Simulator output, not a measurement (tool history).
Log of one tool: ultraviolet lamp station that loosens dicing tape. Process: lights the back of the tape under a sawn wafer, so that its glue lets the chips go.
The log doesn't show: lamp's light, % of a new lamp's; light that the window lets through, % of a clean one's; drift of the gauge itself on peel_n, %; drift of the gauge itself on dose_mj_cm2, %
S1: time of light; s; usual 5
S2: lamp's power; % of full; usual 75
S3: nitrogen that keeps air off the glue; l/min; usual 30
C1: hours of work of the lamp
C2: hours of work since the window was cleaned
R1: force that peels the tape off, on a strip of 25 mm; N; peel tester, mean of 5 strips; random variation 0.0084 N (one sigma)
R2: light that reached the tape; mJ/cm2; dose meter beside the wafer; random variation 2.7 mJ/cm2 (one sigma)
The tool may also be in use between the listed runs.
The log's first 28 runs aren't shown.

run,hour,S1,S2,S3,C1,C2,R1,R2
29,196.3,5,74,28,157,77,0.441,329
30,202,7,75,22,160,80,0.232,472
31,211.3,4,87,34,166,86,0.437,313
32,215.4,4,87,34,168,88,0.438,313
33,221.5,4,87,34,172,92,0.432,303
34,229.2,4,87,34,177,97,0.452,308
35,236,4,87,34,181,101,0.457,306
36,242.1,8,87,19,185,105,0.175,613
37,249.5,8,87,19,189,109,0.177,609
38,255.4,4,75,13,193,113,1.187,262
39,262.7,4,75,13,197,117,1.282,266
40,267,5,67,30,200,120,0.559,291
41,273.8,5,67,30,204,124,0.562,291
42,279.8,4,84,30,208,128,0.535,291

Forecast each of these 5 alternatives for the next run:
A,289.4,4,84,45,213,134,?,?
B,289.4,8,84,30,213,134,?,?
C,289.4,2,75,30,213,134,?,?
D,289.4,4,77,17,213,134,?,?
E,289.4,2,84,30,213,134,?,?

run,R1,R2
A,0.431,289
B,0.153,581
C,2.617,128
D,1.027,271
E,2.184,144
Without the tool's hidden state the same runs would have given:
run,R1,R2
A,0.342,320
B,0.145,642
C,2.269,141
D,0.825,299
E,1.865,159

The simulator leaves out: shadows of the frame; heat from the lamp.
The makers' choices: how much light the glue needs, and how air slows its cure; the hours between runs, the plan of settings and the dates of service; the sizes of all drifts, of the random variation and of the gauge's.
